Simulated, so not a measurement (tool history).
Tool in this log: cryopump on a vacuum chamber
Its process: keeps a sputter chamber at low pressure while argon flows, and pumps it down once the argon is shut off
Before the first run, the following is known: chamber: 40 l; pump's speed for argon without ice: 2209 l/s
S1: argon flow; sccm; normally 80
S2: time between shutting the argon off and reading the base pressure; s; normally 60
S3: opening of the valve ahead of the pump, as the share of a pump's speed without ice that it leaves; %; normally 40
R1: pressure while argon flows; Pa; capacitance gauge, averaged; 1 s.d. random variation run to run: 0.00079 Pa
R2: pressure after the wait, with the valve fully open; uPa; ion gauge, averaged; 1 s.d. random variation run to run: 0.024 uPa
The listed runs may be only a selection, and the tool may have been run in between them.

Run 1, day 0: usual settings. Result: R1 0.1554 Pa, R2 1.15 uPa.
Run 2, day 1.492: usual settings. Result: R1 0.1564 Pa, R2 1.18 uPa.
Run 3, day 2.288: usual settings. Result: R1 0.1565 Pa, R2 1.19 uPa.
Run 4, day 3.117: usual settings. Result: R1 0.156 Pa, R2 1.23 uPa.
Run 5, day 4.546: usual settings. Result: R1 0.1584 Pa, R2 1.28 uPa.
Run 6, day 5.712: usual settings. Result: R1 0.1561 Pa, R2 1.31 uPa.
Run 7, day 6.392: usual settings. Result: R1 0.1567 Pa, R2 1.29 uPa.
Run 8, day 7.629: usual settings but S3 34 %. Result: R1 0.184 Pa, R2 1.29 uPa.
Run 9, day 8.704: usual settings but S3 34 %. Result: R1 0.1854 Pa, R2 1.28 uPa.
Run 10, day 10.171: usual settings but S3 34 %. Result: R1 0.1849 Pa, R2 1.39 uPa.

Forecast run 11:
Run 11, day 10.938: usual settings but S1 143 sccm, S2 262 s. Result: R1 ?, R2 ?.

Run 11 yielded R1 0.2828 Pa, R2 0.77 uPa.
Were there no unlogged condition in the tool, this run, its random variation unchanged, would have produced R1 0.2734 Pa, R2 0.31 uPa.
